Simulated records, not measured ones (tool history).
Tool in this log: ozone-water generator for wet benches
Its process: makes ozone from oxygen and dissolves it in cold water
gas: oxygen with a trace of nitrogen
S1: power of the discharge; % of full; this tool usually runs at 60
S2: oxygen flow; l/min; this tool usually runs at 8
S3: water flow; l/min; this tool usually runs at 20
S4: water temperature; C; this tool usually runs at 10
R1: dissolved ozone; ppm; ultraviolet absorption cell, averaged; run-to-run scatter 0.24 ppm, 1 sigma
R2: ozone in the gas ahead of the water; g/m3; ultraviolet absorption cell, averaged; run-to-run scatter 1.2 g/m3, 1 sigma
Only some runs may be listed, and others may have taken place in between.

{"run": 1, "hour": 0.0, "S1": 60, "S2": 8, "S3": 20, "S4": 10, "R1": 34.3, "R2": 213}
{"run": 2, "hour": 39.5, "S1": 60, "S2": 8, "S3": 20, "S4": 10, "R1": 34.7, "R2": 213.4}
{"run": 3, "hour": 80.5, "S1": 60, "S2": 11.1, "S3": 20, "S4": 10, "R1": 33.7, "R2": 175.9}
{"run": 4, "hour": 124.5, "S1": 60, "S2": 11.1, "S3": 20, "S4": 10, "R1": 33.4, "R2": 174}
{"run": 5, "hour": 155.0, "S1": 60, "S2": 11.1, "S3": 20, "S4": 10, "R1": 33.6, "R2": 175.1}
{"run": 6, "hour": 196.1, "S1": 60, "S2": 11.1, "S3": 20, "S4": 10, "R1": 33.8, "R2": 176.4}
{"run": 7, "hour": 224.4, "S1": 60, "S2": 11.1, "S3": 20, "S4": 10, "R1": 33.5, "R2": 176.4}
{"run": 8, "hour": 269.3, "S1": 60, "S2": 7.12, "S3": 20, "S4": 10, "R1": 35.1, "R2": 226.8}
{"run": 9, "hour": 300.0, "S1": 60, "S2": 7.12, "S3": 20, "S4": 10, "R1": 35.1, "R2": 227.4}
{"run": 10, "hour": 321.8, "S1": 60, "S2": 7.12, "S3": 20, "S4": 10, "R1": 34.8, "R2": 225.7}
{"run": 11, "hour": 364.7, "S1": 71, "S2": 8, "S3": 20, "S4": 10, "R1": 38.4, "R2": 233.2}
{"run": 12, "hour": 383.6, "S1": 71, "S2": 8, "S3": 20, "S4": 10, "R1": 38, "R2": 232.8}
{"run": 13, "hour": 423.4, "S1": 60, "S2": 8, "S3": 20, "S4": 10, "R1": 34.5, "R2": 212.7}
{"run": 14, "hour": 462.4, "S1": 60, "S2": 8, "S3": 20, "S4": 10, "R1": 34.3, "R2": 210.1}
{"run": 15, "hour": 484.9, "S1": 60, "S2": 8, "S3": 20, "S4": 10, "R1": 34.6, "R2": 211.3}
{"run": 16, "hour": 527.0, "S1": 60, "S2": 8, "S3": 20, "S4": 10, "R1": 34.3, "R2": 212.5}
{"run": 17, "hour": 571.4, "S1": 60, "S2": 8, "S3": 20, "S4": 10, "R1": 34.5, "R2": 210.2}
{"run": 18, "hour": 611.4, "S1": 70, "S2": 8, "S3": 21, "S4": 10, "R1": 36, "R2": 230.8}
{"run": 19, "hour": 645.8, "S1": 60, "S2": 6.04, "S3": 17, "S4": 17, "R1": 35.2, "R2": 248.3}
{"hour": 651.8, "done": "contactor cleaned"}
{"run": 20, "hour": 695.1, "S1": 43, "S2": 4.87, "S3": 17, "S4": 14, "R1": 30.4, "R2": 234.3}
{"run": 21, "hour": 739.7, "S1": 55, "S2": 8.14, "S3": 30, "S4": 14, "R1": 22.7, "R2": 197.1}
{"run": 22, "hour": 777.5, "S1": 60, "S2": 5.36, "S3": 20, "S4": 11, "R1": 34.4, "R2": 265}
{"run": 23, "hour": 808.6, "S1": 60, "S2": 5.36, "S3": 20, "S4": 11, "R1": 34.2, "R2": 263.7}
{"run": 24, "hour": 850.5, "S1": 47, "S2": 12.47, "S3": 14, "S4": 10, "R1": 33.2, "R2": 138.8}
{"hour": 866.7, "done": "contactor cleaned, once more"}
{"run": 25, "hour": 884.7, "S1": 47, "S2": 5.57, "S3": 14, "S4": 10, "R1": 39.1, "R2": 225.3}
{"run": 26, "hour": 908.0, "S1": 47, "S2": 5.57, "S3": 28, "S4": 7, "R1": 24.1, "R2": 223.9}
{"run": 27, "hour": 939.1, "S1": 66, "S2": 5.03, "S3": 24, "S4": 16, "R1": 30, "R2": 290.1}
{"run": 28, "hour": 964.2, "S1": 66, "S2": 5.03, "S3": 24, "S4": 13, "R1": 30.9, "R2": 290.2}
{"run": 29, "hour": 994.2, "S1": 60, "S2": 4.23, "S3": 20, "S4": 7, "R1": 35.7, "R2": 300.9}
{"run": 30, "hour": 1031.2, "S1": 60, "S2": 4.23, "S3": 20, "S4": 7, "R1": 35.5, "R2": 303.8}
{"run": 31, "hour": 1061.3, "S1": 72, "S2": 8, "S3": 20, "S4": 9, "R1": 38.9, "R2": 232.5}
{"hour": 1080.7, "done": "water thermometer calibrated"}
{"run": 32, "hour": 1097.2, "S1": 53, "S2": 8.67, "S3": 20, "S4": 9, "R1": 32.8, "R2": 186.3}
{"run": 33, "hour": 1142.6, "S1": 61, "S2": 6.5, "S3": 20, "S4": 9, "R1": 36, "R2": 238.3}
{"run": 34, "hour": 1181.8, "S1": 60, "S2": 10.04, "S3": 20, "S4": 10, "R1": 33.5, "R2": 181.4}

What would each run have given without the hidden state, its run-to-run variation left as it was?
Hidden state at play: yield of the discharge, % of new electrodes'; contactor's efficiency, % of a clean one's; true water temperature over the reading, C; drift of the gauge itself on ozone_ppm, %; drift of the gauge itself on gas_g_m3, %.
run=1 R1=35.8 R2=218.7
run=2 R1=36.4 R2=219.3
run=3 R1=35.3 R2=180.9
run=4 R1=35.1 R2=179.1
run=5 R1=35.3 R2=180.3
run=6 R1=35.5 R2=181.8
run=7 R1=35.3 R2=181.9
run=8 R1=37 R2=234.1
run=9 R1=37 R2=234.8
run=10 R1=36.7 R2=233.2
run=11 R1=40.7 R2=242
run=12 R1=40.3 R2=241.7
run=13 R1=36.5 R2=220.2
run=14 R1=36.4 R2=217.7
run=15 R1=36.7 R2=219
run=16 R1=36.4 R2=220.4
run=17 R1=36.7 R2=218.2
run=18 R1=38.4 R2=240.7
run=19 R1=37.4 R2=258.1
run=20 R1=32.2 R2=241.6
run=21 R1=24.4 R2=204.8
run=22 R1=36.8 R2=276.2
run=23 R1=36.7 R2=275
run=24 R1=35.3 R2=143.9
run=25 R1=40.7 R2=233.6
run=26 R1=25.1 R2=232.3
run=27 R1=31.7 R2=304.2
run=28 R1=32.5 R2=304.5
run=29 R1=37.6 R2=315
run=30 R1=37.4 R2=318.2
run=31 R1=41.2 R2=245
run=32 R1=34.4 R2=194.6
run=33 R1=38 R2=250.3
run=34 R1=35.5 R2=190.6
